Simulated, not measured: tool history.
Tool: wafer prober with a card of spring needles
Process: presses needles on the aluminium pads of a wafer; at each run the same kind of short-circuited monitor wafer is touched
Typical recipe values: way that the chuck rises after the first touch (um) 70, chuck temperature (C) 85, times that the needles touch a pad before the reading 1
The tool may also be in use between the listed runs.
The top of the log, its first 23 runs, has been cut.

| run | day | way that the chuck rises after the first touch (um) | chuck temperature (C) | times that the needles touch a pad before the reading | resistance of one needle with its contact and lead (mohm) | way that a needle slides on the pad (um) |
|---|---|---|---|---|---|---|
|  | 7.462 | tips cleaned on abrasive film |
| 24 | 7.804 | 68 | 79 | 1 | 267 | 14.73 |
|  | 7.992 | tips cleaned on abrasive film |
| 25 | 8.125 | 68 | 79 | 1 | 265 | 14.78 |
| 26 | 8.4 | 86 | 66 | 1 | 259 | 18.74 |
|  | 8.521 | tips cleaned on abrasive film |
| 27 | 8.65 | 71 | 102 | 2 | 273 | 15.47 |
|  | 9.058 | tips cleaned on abrasive film |
| 28 | 9.058 | 62 | 102 | 2 | 276 | 13.48 |
| 29 | 9.329 | 62 | 53 | 2 | 260 | 13.5 |
|  | 9.588 | gauge calibrated |
|  | 9.592 | tips cleaned on abrasive film |
| 30 | 9.7 | 53 | 52 | 1 | 264 | 11.34 |
|  | 10.121 | tips cleaned on abrasive film |
| 31 | 10.121 | 53 | 52 | 1 | 260 | 11.33 |
| 32 | 10.346 | 76 | 36 | 2 | 255 | 16.21 |
|  | 10.642 | tips cleaned on abrasive film |
| 33 | 10.825 | 70 | 106 | 1 | 271 | 15.01 |
| 34 | 11.146 | 81 | 44 | 1 | 253 | 17.31 |
|  | 11.171 | tips cleaned on abrasive film |
| 35 | 11.575 | 57 | 39 | 1 | 253 | 12.18 |

Below are 3 alternative next runs, each starting from the tool's condition after run 35. Predict each:
|  | 11.692 | tips cleaned on abrasive film |
| A | 11.975 | 57 | 39 | 1 | ? | ? |
|  | 11.692 | tips cleaned on abrasive film |
| B | 11.975 | 82 | 39 | 1 | ? | ? |
|  | 11.692 | tips cleaned on abrasive film |
| C | 11.975 | 56 | 51 | 1 | ? | ? |

| run | resistance of one needle with its contact and lead (mohm) | way that a needle slides on the pad (um) |
|---|---|---|
| A | 256 | 12.22 |
| B | 252 | 17.61 |
| C | 263 | 12.06 |
With the hidden condition removed and each run's random variation left untouched, the same runs would have given:
| run | resistance of one needle with its contact and lead (mohm) | way that a needle slides on the pad (um) |
|---|---|---|
| A | 255 | 12.18 |
| B | 251 | 17.54 |
| C | 262 | 12.02 |
